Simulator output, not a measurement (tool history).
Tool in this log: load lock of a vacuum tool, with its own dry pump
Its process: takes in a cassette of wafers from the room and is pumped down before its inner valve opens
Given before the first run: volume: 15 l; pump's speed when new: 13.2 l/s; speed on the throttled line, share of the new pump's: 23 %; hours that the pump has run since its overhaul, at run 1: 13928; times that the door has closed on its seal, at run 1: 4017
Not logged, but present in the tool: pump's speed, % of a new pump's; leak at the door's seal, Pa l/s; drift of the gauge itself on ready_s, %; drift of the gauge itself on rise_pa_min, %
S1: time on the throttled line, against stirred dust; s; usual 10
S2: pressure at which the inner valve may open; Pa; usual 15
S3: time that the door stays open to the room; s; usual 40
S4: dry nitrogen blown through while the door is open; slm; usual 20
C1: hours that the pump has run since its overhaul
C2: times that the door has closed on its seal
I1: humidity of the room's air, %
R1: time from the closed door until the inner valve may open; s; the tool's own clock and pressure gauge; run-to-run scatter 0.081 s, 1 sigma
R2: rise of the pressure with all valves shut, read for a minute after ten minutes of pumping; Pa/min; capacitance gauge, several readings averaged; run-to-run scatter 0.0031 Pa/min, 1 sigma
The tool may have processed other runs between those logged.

{"run": 1, "day": 0.0, "S1": 10, "S2": 15, "S3": 40, "S4": 20, "C1": 13928, "C2": 4017, "I1": 47.2, "R1": 19.11, "R2": 0.065}
{"run": 2, "day": 7.604, "S1": 10, "S2": 15, "S3": 40, "S4": 20, "C1": 14111, "C2": 4749, "I1": 45.3, "R1": 19.29, "R2": 0.073}
{"run": 3, "day": 16.567, "S1": 10, "S2": 15, "S3": 40, "S4": 20, "C1": 14326, "C2": 5612, "I1": 45.9, "R1": 19.28, "R2": 0.082}
{"run": 4, "day": 23.583, "S1": 10, "S2": 15, "S3": 40, "S4": 20, "C1": 14494, "C2": 6289, "I1": 43.8, "R1": 19.3, "R2": 0.077}
{"day": 27.029, "done": "dry pump taken out, an overhauled one fitted"}
{"run": 5, "day": 31.521, "S1": 10, "S2": 15, "S3": 40, "S4": 20, "C1": 108, "C2": 7029, "I1": 46.6, "R1": 17.71, "R2": 0.081}
{"run": 6, "day": 43.796, "S1": 10, "S2": 15, "S3": 40, "S4": 20, "C1": 402, "C2": 8211, "I1": 40.1, "R1": 17.61, "R2": 0.081}
{"run": 7, "day": 58.008, "S1": 10, "S2": 18, "S3": 40, "S4": 20, "C1": 744, "C2": 9580, "I1": 48.2, "R1": 17.73, "R2": 0.1}
{"run": 8, "day": 66.117, "S1": 10, "S2": 18, "S3": 40, "S4": 20, "C1": 938, "C2": 10361, "I1": 43.9, "R1": 17.72, "R2": 0.097}
{"run": 9, "day": 81.896, "S1": 10, "S2": 15, "S3": 40, "S4": 20, "C1": 1317, "C2": 11881, "I1": 48.5, "R1": 17.79, "R2": 0.121}
{"run": 10, "day": 94.8, "S1": 10, "S2": 15, "S3": 40, "S4": 20, "C1": 1627, "C2": 13124, "I1": 45.6, "R1": 17.94, "R2": 0.123}
{"run": 11, "day": 104.996, "S1": 7, "S2": 15, "S3": 40, "S4": 20, "C1": 1871, "C2": 14106, "I1": 46.4, "R1": 15.61, "R2": 0.131}
{"run": 12, "day": 118.367, "S1": 10, "S2": 15, "S3": 40, "S4": 20, "C1": 2192, "C2": 15394, "I1": 45.3, "R1": 17.94, "R2": 0.143}
{"run": 13, "day": 126.371, "S1": 10, "S2": 15, "S3": 40, "S4": 20, "C1": 2384, "C2": 16165, "I1": 44.2, "R1": 18.04, "R2": 0.14}
{"run": 14, "day": 133.425, "S1": 10, "S2": 15, "S3": 40, "S4": 20, "C1": 2554, "C2": 16844, "I1": 47.5, "R1": 17.96, "R2": 0.152}
{"run": 15, "day": 140.142, "S1": 10, "S2": 15, "S3": 40, "S4": 20, "C1": 2715, "C2": 17491, "I1": 50.1, "R1": 17.97, "R2": 0.159}
{"run": 16, "day": 148.288, "S1": 10, "S2": 15, "S3": 36, "S4": 20, "C1": 2910, "C2": 18275, "I1": 45.6, "R1": 18.01, "R2": 0.158}
{"run": 17, "day": 155.771, "S1": 10, "S2": 15, "S3": 40, "S4": 20, "C1": 3090, "C2": 18996, "I1": 42.7, "R1": 18.06, "R2": 0.17}
{"run": 18, "day": 170.342, "S1": 10, "S2": 15, "S3": 40, "S4": 20, "C1": 3440, "C2": 20400, "I1": 45.7, "R1": 18.08, "R2": 0.185}
{"run": 19, "day": 179.221, "S1": 10, "S2": 15, "S3": 40, "S4": 20, "C1": 3653, "C2": 21255, "I1": 43.5, "R1": 18.11, "R2": 0.194}
{"run": 20, "day": 193.088, "S1": 10, "S2": 15, "S3": 40, "S4": 6, "C1": 3985, "C2": 22591, "I1": 44.9, "R1": 18.16, "R2": 0.232}
{"run": 21, "day": 201.354, "S1": 10, "S2": 15, "S3": 42, "S4": 19, "C1": 4184, "C2": 23387, "I1": 44.5, "R1": 18.14, "R2": 0.22}
{"run": 22, "day": 216.146, "S1": 11, "S2": 27, "S3": 28, "S4": 37, "C1": 4539, "C2": 24811, "I1": 40.5, "R1": 18.32, "R2": 0.21}
{"run": 23, "day": 227.633, "S1": 11, "S2": 27, "S3": 28, "S4": 37, "C1": 4815, "C2": 25918, "I1": 45, "R1": 18.38, "R2": 0.234}
{"run": 24, "day": 241.646, "S1": 10, "S2": 25, "S3": 40, "S4": 20, "C1": 5151, "C2": 27268, "I1": 44, "R1": 17.74, "R2": 0.26}
{"run": 25, "day": 253.592, "S1": 10, "S2": 15, "S3": 86, "S4": 20, "C1": 5438, "C2": 28418, "I1": 43.9, "R1": 18.34, "R2": 0.281}
{"run": 26, "day": 262.812, "S1": 10, "S2": 15, "S3": 86, "S4": 20, "C1": 5659, "C2": 29307, "I1": 47.8, "R1": 18.35, "R2": 0.299}
{"run": 27, "day": 279.338, "S1": 10, "S2": 15, "S3": 86, "S4": 20, "C1": 6055, "C2": 30898, "I1": 45.4, "R1": 18.42, "R2": 0.324}
{"run": 28, "day": 289.688, "S1": 10, "S2": 15, "S3": 86, "S4": 20, "C1": 6304, "C2": 31895, "I1": 45.7, "R1": 18.45, "R2": 0.333}
{"run": 29, "day": 300.646, "S1": 14, "S2": 15, "S3": 173, "S4": 20, "C1": 6567, "C2": 32950, "I1": 42.6, "R1": 21.37, "R2": 0.36}
{"run": 30, "day": 309.854, "S1": 8, "S2": 15, "S3": 170, "S4": 10, "C1": 6788, "C2": 33838, "I1": 40.3, "R1": 17.04, "R2": 0.381}
{"run": 31, "day": 325.604, "S1": 8, "S2": 15, "S3": 170, "S4": 10, "C1": 7166, "C2": 35354, "I1": 47.6, "R1": 17.01, "R2": 0.421}
{"run": 32, "day": 340.688, "S1": 10, "S2": 15, "S3": 33, "S4": 20, "C1": 7528, "C2": 36807, "I1": 47.1, "R1": 18.59, "R2": 0.392}
{"run": 33, "day": 353.683, "S1": 10, "S2": 15, "S3": 33, "S4": 20, "C1": 7840, "C2": 38059, "I1": 43.9, "R1": 18.78, "R2": 0.395}
{"run": 34, "day": 360.846, "S1": 10, "S2": 16, "S3": 33, "S4": 20, "C1": 8012, "C2": 38749, "I1": 44, "R1": 18.7, "R2": 0.41}
{"run": 35, "day": 368.117, "S1": 10, "S2": 16, "S3": 33, "S4": 20, "C1": 8186, "C2": 39449, "I1": 40.6, "R1": 18.68, "R2": 0.415}
{"run": 36, "day": 378.188, "S1": 16, "S2": 15, "S3": 40, "S4": 20, "C1": 8428, "C2": 40419, "I1": 42.8, "R1": 23.13, "R2": 0.434}

Predict each of these 5 candidate next runs independently; none follows another, all start after run 36:
{"run": "A", "day": 391.025, "S1": 16, "S2": 15, "S3": 40, "S4": 20, "C1": 8736, "C2": 41656, "I1": 48.2, "R1": "?", "R2": "?"}
{"run": "B", "day": 391.025, "S1": 7, "S2": 15, "S3": 40, "S4": 20, "C1": 8736, "C2": 41656, "I1": 44.9, "R1": "?", "R2": "?"}
{"run": "C", "day": 391.025, "S1": 8, "S2": 14, "S3": 40, "S4": 20, "C1": 8736, "C2": 41656, "I1": 47.2, "R1": "?", "R2": "?"}
{"run": "D", "day": 391.025, "S1": 16, "S2": 15, "S3": 30, "S4": 20, "C1": 8736, "C2": 41656, "I1": 41.6, "R1": "?", "R2": "?"}
{"run": "E", "day": 391.025, "S1": 10, "S2": 13, "S3": 40, "S4": 20, "C1": 8736, "C2": 41656, "I1": 45.5, "R1": "?", "R2": "?"}

run=A R1=23.21 R2=0.466
run=B R1=16.58 R2=0.46
run=C R1=17.29 R2=0.456
run=D R1=23.22 R2=0.449
run=E R1=19.01 R2=0.457
Without the tool's hidden state the same runs would have given:
run=A R1=22.39 R2=0.056
run=B R1=15.49 R2=0.054
run=C R1=16.23 R2=0.055
run=D R1=22.4 R2=0.048
run=E R1=17.98 R2=0.052
